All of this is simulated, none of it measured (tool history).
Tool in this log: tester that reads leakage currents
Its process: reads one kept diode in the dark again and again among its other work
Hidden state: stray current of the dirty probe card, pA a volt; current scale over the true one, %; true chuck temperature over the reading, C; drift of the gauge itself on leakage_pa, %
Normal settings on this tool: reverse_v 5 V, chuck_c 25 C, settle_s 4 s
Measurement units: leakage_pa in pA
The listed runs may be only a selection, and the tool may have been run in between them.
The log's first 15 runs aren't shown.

run   hour  reverse_v  chuck_c  settle_s  hours of work since the probe card was cleaned  hours of work since the tester was calibrated  hours of work since the chuck was calibrated  leakage_pa
 16  350.4          5       35         4                                             507                                           1394                                          2091      405.89
 17  370.7          5       35         4                                             516                                           1403                                          2100      405.58
 18  400.9          5       24         4                                             530                                           1417                                          2114      161.86
 19    429          5       24         4                                             543                                           1430                                          2127      160.49
 20  457.7          5       25         4                                             556                                           1444                                          2141      176.13
 21  489.2          5       22      9.14                                             571                                           1458                                          2155      135.31
 22  504.9       2.05       22      7.13                                             578                                           1466                                          2163      102.36
 23  536.7       3.09       55      7.13                                             593                                           1480                                          2177     1598.59
 24  558.9       3.09       55      7.13                                             603                                           1491                                          2188     1599.21
 25  590.4       1.32       31      0.99                                             618                                           1505                                          2202      191.84
 26  622.1       2.37       50      7.18                                             633                                           1520                                          2217      1022.2
 27    644       2.68       56      2.88                                             643                                           1530                                          2227     1651.28

Estimate the outcome of run 28 from the log above:
 28   667          5       46       6.5                                             654                                           1541                                          2238           ?

{"run 28": {"leakage_pa": 966.16}}
Without the tool's hidden state the same run would have given leakage_pa 965.65 pA.
